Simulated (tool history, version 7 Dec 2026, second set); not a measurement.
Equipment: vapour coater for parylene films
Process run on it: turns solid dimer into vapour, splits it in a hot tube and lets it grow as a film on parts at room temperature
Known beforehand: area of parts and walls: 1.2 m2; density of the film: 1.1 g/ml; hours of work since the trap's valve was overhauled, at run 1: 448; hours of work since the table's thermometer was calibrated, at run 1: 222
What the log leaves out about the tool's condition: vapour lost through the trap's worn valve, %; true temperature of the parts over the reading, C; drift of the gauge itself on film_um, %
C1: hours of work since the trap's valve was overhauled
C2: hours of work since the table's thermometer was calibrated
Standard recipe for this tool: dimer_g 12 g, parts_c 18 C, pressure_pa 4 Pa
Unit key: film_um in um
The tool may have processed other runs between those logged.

run 1 hour=0 | dimer_g=12 parts_c=18 pressure_pa=4 | C1=448 C2=222 | film_um=3.86
run 2 hour=19.4 | dimer_g=12 parts_c=18 pressure_pa=4 | C1=460 C2=234 | film_um=3.91
run 3 hour=54.3 | dimer_g=12 parts_c=18 pressure_pa=4 | C1=480 C2=254 | film_um=3.93
run 4 hour=83.8 | dimer_g=21 parts_c=18 pressure_pa=4 | C1=498 C2=272 | film_um=6.69
run 5 hour=113.5 | dimer_g=21 parts_c=18 pressure_pa=4 | C1=515 C2=289 | film_um=6.72
run 6 hour=131.6 | dimer_g=12 parts_c=18 pressure_pa=4 | C1=526 C2=300 | film_um=3.88
run 7 hour=157.6 | dimer_g=12 parts_c=19 pressure_pa=4 | C1=541 C2=315 | film_um=3.74
run 8 hour=193.8 | dimer_g=12 parts_c=18 pressure_pa=4 | C1=562 C2=337 | film_um=3.78
run 9 hour=218.5 | dimer_g=12 parts_c=18 pressure_pa=4 | C1=577 C2=351 | film_um=3.76
run 10 hour=235.4 | dimer_g=9 parts_c=18 pressure_pa=4 | C1=587 C2=361 | film_um=2.81
run 11 hour=262.9 | dimer_g=9 parts_c=18 pressure_pa=6.21 | C1=603 C2=377 | film_um=2.61
-- hour=291.5 trap's valve overhauled
run 12 hour=304.7 | dimer_g=9 parts_c=18 pressure_pa=6.21 | C1=8 C2=400 | film_um=3.02
run 13 hour=336.7 | dimer_g=13 parts_c=18 pressure_pa=4 | C1=27 C2=419 | film_um=4.68
run 14 hour=359.4 | dimer_g=10 parts_c=18 pressure_pa=4 | C1=40 C2=432 | film_um=3.55
run 15 hour=385.5 | dimer_g=10 parts_c=18 pressure_pa=4 | C1=55 C2=447 | film_um=3.61
run 16 hour=413.2 | dimer_g=10 parts_c=18 pressure_pa=4 | C1=72 C2=464 | film_um=3.53
run 17 hour=430 | dimer_g=10 parts_c=15 pressure_pa=4 | C1=82 C2=474 | film_um=3.93
run 18 hour=467.1 | dimer_g=10 parts_c=15 pressure_pa=4 | C1=104 C2=495 | film_um=3.86
run 19 hour=484.4 | dimer_g=12 parts_c=18 pressure_pa=4 | C1=114 C2=506 | film_um=4.2
run 20 hour=506.6 | dimer_g=12 parts_c=18 pressure_pa=4 | C1=127 C2=519 | film_um=4.14
run 21 hour=525.3 | dimer_g=12 parts_c=18 pressure_pa=4 | C1=138 C2=530 | film_um=4.15
run 22 hour=554.2 | dimer_g=12 parts_c=17 pressure_pa=4 | C1=155 C2=547 | film_um=4.22
run 23 hour=575.9 | dimer_g=12 parts_c=17 pressure_pa=4 | C1=168 C2=560 | film_um=4.27
run 24 hour=614.9 | dimer_g=12 parts_c=18 pressure_pa=4.67 | C1=191 C2=583 | film_um=4.02
run 25 hour=643.2 | dimer_g=12 parts_c=11 pressure_pa=4.54 | C1=207 C2=599 | film_um=4.99
run 26 hour=666.3 | dimer_g=14 parts_c=21 pressure_pa=5.12 | C1=221 C2=613 | film_um=4.21
run 27 hour=694.5 | dimer_g=8 parts_c=21 pressure_pa=2.54 | C1=238 C2=630 | film_um=2.59
run 28 hour=726.7 | dimer_g=8 parts_c=21 pressure_pa=2.54 | C1=257 C2=649 | film_um=2.56
run 29 hour=744.9 | dimer_g=12 parts_c=18 pressure_pa=2.42 | C1=267 C2=659 | film_um=4.35
run 30 hour=773.7 | dimer_g=12 parts_c=18 pressure_pa=2.42 | C1=284 C2=676 | film_um=4.21
run 31 hour=799.3 | dimer_g=12 parts_c=18 pressure_pa=2.42 | C1=299 C2=691 | film_um=4.27
run 32 hour=829 | dimer_g=10 parts_c=28 pressure_pa=9.99 | C1=317 C2=709 | film_um=2.12
run 33 hour=863.8 | dimer_g=15 parts_c=20 pressure_pa=3.99 | C1=338 C2=730 | film_um=4.54
run 34 hour=897.5 | dimer_g=15 parts_c=20 pressure_pa=3.99 | C1=357 C2=749 | film_um=4.59
run 35 hour=916.2 | dimer_g=15 parts_c=18 pressure_pa=4.09 | C1=368 C2=760 | film_um=4.87
run 36 hour=946 | dimer_g=8 parts_c=11 pressure_pa=9.75 | C1=386 C2=778 | film_um=2.81
run 37 hour=972.6 | dimer_g=9 parts_c=11 pressure_pa=4 | C1=402 C2=794 | film_um=3.62
run 38 hour=997 | dimer_g=11 parts_c=19 pressure_pa=4 | C1=416 C2=808 | film_um=3.4
run 39 hour=1024.3 | dimer_g=11 parts_c=19 pressure_pa=4 | C1=432 C2=824 | film_um=3.39
run 40 hour=1044.7 | dimer_g=11 parts_c=19 pressure_pa=4 | C1=444 C2=836 | film_um=3.35
-- hour=1059.1 table's thermometer calibrated
run 41 hour=1072.7 | dimer_g=6 parts_c=29 pressure_pa=2.96 | C1=460 C2=8 | film_um=1.46
run 42 hour=1102.2 | dimer_g=6 parts_c=29 pressure_pa=2.96 | C1=478 C2=25 | film_um=1.49
run 43 hour=1138.6 | dimer_g=12 parts_c=30 pressure_pa=2.96 | C1=499 C2=47 | film_um=2.79
run 44 hour=1178 | dimer_g=12 parts_c=30 pressure_pa=2.96 | C1=522 C2=70 | film_um=2.85
run 45 hour=1199.5 | dimer_g=11 parts_c=30 pressure_pa=5.91 | C1=535 C2=83 | film_um=2.35
run 46 hour=1220.2 | dimer_g=12 parts_c=18 pressure_pa=3.97 | C1=547 C2=95 | film_um=3.83
run 47 hour=1258.4 | dimer_g=13 parts_c=17 pressure_pa=4.81 | C1=570 C2=118 | film_um=4.14

Predict each of these 3 candidate next runs independently; none follows another, all start after run 47:
run A hour=1291.4 | dimer_g=7 parts_c=18 pressure_pa=4 | C1=589 C2=137 | film_um=?
run B hour=1291.4 | dimer_g=10 parts_c=17 pressure_pa=4.81 | C1=589 C2=137 | film_um=?
run C hour=1291.4 | dimer_g=19 parts_c=15 pressure_pa=8.01 | C1=589 C2=137 | film_um=?

run=A film_um=2.18
run=B film_um=3.2
run=C film_um=6.06
Stripped of hidden state, with their random variation kept, the same runs would have yielded:
run=A film_um=2.58
run=B film_um=3.79
run=C film_um=7.16

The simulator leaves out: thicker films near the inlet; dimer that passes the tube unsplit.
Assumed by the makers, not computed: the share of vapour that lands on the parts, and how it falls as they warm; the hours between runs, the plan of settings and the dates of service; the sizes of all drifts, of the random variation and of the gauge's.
